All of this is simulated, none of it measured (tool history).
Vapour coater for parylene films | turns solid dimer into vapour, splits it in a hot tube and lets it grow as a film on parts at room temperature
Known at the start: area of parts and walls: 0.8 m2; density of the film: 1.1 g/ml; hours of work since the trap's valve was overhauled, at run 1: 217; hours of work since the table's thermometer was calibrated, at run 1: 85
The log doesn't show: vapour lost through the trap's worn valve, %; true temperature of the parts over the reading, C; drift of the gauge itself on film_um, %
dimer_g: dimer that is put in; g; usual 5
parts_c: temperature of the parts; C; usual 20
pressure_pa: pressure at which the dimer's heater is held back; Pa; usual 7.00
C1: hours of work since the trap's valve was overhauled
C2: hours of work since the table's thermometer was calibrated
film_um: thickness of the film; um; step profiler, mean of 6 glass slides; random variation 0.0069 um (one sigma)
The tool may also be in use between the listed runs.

run 1 day=0.000 | dimer_g=5 parts_c=20 pressure_pa=7.00 | C1=217 C2=85 | film_um=2.648
run 2 day=0.796 | dimer_g=5 parts_c=20 pressure_pa=7.00 | C1=224 C2=93 | film_um=2.642
run 3 day=1.496 | dimer_g=5 parts_c=26 pressure_pa=7.00 | C1=231 C2=100 | film_um=2.107
run 4 day=1.938 | dimer_g=5 parts_c=26 pressure_pa=7.00 | C1=235 C2=104 | film_um=2.102
run 5 day=2.575 | dimer_g=5 parts_c=26 pressure_pa=7.00 | C1=242 C2=110 | film_um=2.105
run 6 day=3.229 | dimer_g=5 parts_c=20 pressure_pa=3.16 | C1=248 C2=116 | film_um=3.208
run 7 day=3.904 | dimer_g=5 parts_c=20 pressure_pa=3.16 | C1=254 C2=123 | film_um=3.203
run 8 day=4.283 | dimer_g=5 parts_c=28 pressure_pa=3.16 | C1=258 C2=127 | film_um=2.367
run 9 day=4.742 | dimer_g=5 parts_c=28 pressure_pa=3.16 | C1=263 C2=131 | film_um=2.365
run 10 day=5.404 | dimer_g=5 parts_c=28 pressure_pa=3.16 | C1=269 C2=138 | film_um=2.364
run 11 day=6.058 | dimer_g=6 parts_c=20 pressure_pa=7.00 | C1=275 C2=144 | film_um=3.150
run 12 day=6.708 | dimer_g=6 parts_c=20 pressure_pa=7.00 | C1=282 C2=150 | film_um=3.153
-- day=7.079 trap's valve overhauled
run 13 day=7.571 | dimer_g=5 parts_c=20 pressure_pa=7.00 | C1=5 C2=157 | film_um=2.766
run 14 day=8.200 | dimer_g=5 parts_c=20 pressure_pa=9.95 | C1=11 C2=163 | film_um=2.550
run 15 day=8.600 | dimer_g=5 parts_c=20 pressure_pa=9.95 | C1=15 C2=167 | film_um=2.553
run 16 day=9.275 | dimer_g=5 parts_c=20 pressure_pa=9.95 | C1=21 C2=173 | film_um=2.554
run 17 day=9.867 | dimer_g=5 parts_c=20 pressure_pa=7.00 | C1=27 C2=179 | film_um=2.778
run 18 day=10.246 | dimer_g=5 parts_c=20 pressure_pa=7.00 | C1=31 C2=183 | film_um=2.770
run 19 day=10.658 | dimer_g=5 parts_c=20 pressure_pa=5.21 | C1=35 C2=187 | film_um=2.976
run 20 day=11.208 | dimer_g=5 parts_c=20 pressure_pa=7.00 | C1=40 C2=192 | film_um=2.760
run 21 day=11.738 | dimer_g=5 parts_c=20 pressure_pa=7.00 | C1=45 C2=197 | film_um=2.763
run 22 day=12.496 | dimer_g=5 parts_c=20 pressure_pa=7.00 | C1=53 C2=205 | film_um=2.762
run 23 day=13.200 | dimer_g=3 parts_c=20 pressure_pa=7.00 | C1=59 C2=212 | film_um=1.654
run 24 day=13.967 | dimer_g=3 parts_c=20 pressure_pa=7.00 | C1=67 C2=219 | film_um=1.650
run 25 day=14.367 | dimer_g=5 parts_c=19 pressure_pa=7.00 | C1=71 C2=223 | film_um=2.866
run 26 day=14.792 | dimer_g=5 parts_c=27 pressure_pa=2.66 | C1=75 C2=227 | film_um=2.691
run 27 day=15.625 | dimer_g=3 parts_c=15 pressure_pa=2.14 | C1=83 C2=235 | film_um=2.672
run 28 day=16.012 | dimer_g=3 parts_c=15 pressure_pa=2.14 | C1=87 C2=239 | film_um=2.657
run 29 day=16.458 | dimer_g=3 parts_c=15 pressure_pa=8.56 | C1=91 C2=243 | film_um=1.896
run 30 day=16.833 | dimer_g=5 parts_c=20 pressure_pa=2.50 | C1=95 C2=247 | film_um=3.535
run 31 day=17.338 | dimer_g=6 parts_c=20 pressure_pa=9.70 | C1=100 C2=252 | film_um=3.038
run 32 day=17.896 | dimer_g=4 parts_c=20 pressure_pa=7.00 | C1=105 C2=257 | film_um=2.199
run 33 day=18.412 | dimer_g=6 parts_c=13 pressure_pa=3.96 | C1=110 C2=262 | film_um=4.931
run 34 day=18.817 | dimer_g=6 parts_c=12 pressure_pa=10.95 | C1=114 C2=266 | film_um=3.995
run 35 day=19.292 | dimer_g=3 parts_c=13 pressure_pa=5.00 | C1=118 C2=271 | film_um=2.319
run 36 day=19.788 | dimer_g=2 parts_c=19 pressure_pa=2.59 | C1=123 C2=275 | film_um=1.449
run 37 day=20.175 | dimer_g=5 parts_c=19 pressure_pa=2.59 | C1=127 C2=279 | film_um=3.622
run 38 day=20.842 | dimer_g=5 parts_c=19 pressure_pa=2.59 | C1=133 C2=286 | film_um=3.615
run 39 day=21.179 | dimer_g=5 parts_c=18 pressure_pa=7.00 | C1=137 C2=289 | film_um=2.941
run 40 day=21.979 | dimer_g=4 parts_c=31 pressure_pa=7.07 | C1=145 C2=297 | film_um=1.439
run 41 day=22.654 | dimer_g=4 parts_c=31 pressure_pa=7.07 | C1=151 C2=303 | film_um=1.435
run 42 day=23.242 | dimer_g=4 parts_c=31 pressure_pa=7.07 | C1=157 C2=309 | film_um=1.431
run 43 day=23.925 | dimer_g=5 parts_c=30 pressure_pa=2.56 | C1=163 C2=316 | film_um=2.376
run 44 day=24.525 | dimer_g=5 parts_c=30 pressure_pa=2.56 | C1=169 C2=321 | film_um=2.375
run 45 day=24.879 | dimer_g=5 parts_c=30 pressure_pa=2.56 | C1=173 C2=325 | film_um=2.373
run 46 day=25.633 | dimer_g=5 parts_c=30 pressure_pa=2.56 | C1=180 C2=332 | film_um=2.365
run 47 day=26.008 | dimer_g=9 parts_c=29 pressure_pa=9.78 | C1=184 C2=336 | film_um=3.179

How the hidden state differs across the entries between the runs, from the last listed run before each to the first after it:
Between runs 12 and 13: trap's valve overhauled (day 7.079)
  vapour lost through the trap's worn valve, %: 6 -> 0.2
  measured less the result without the state, film_um: -0.184 -> +0.008 um

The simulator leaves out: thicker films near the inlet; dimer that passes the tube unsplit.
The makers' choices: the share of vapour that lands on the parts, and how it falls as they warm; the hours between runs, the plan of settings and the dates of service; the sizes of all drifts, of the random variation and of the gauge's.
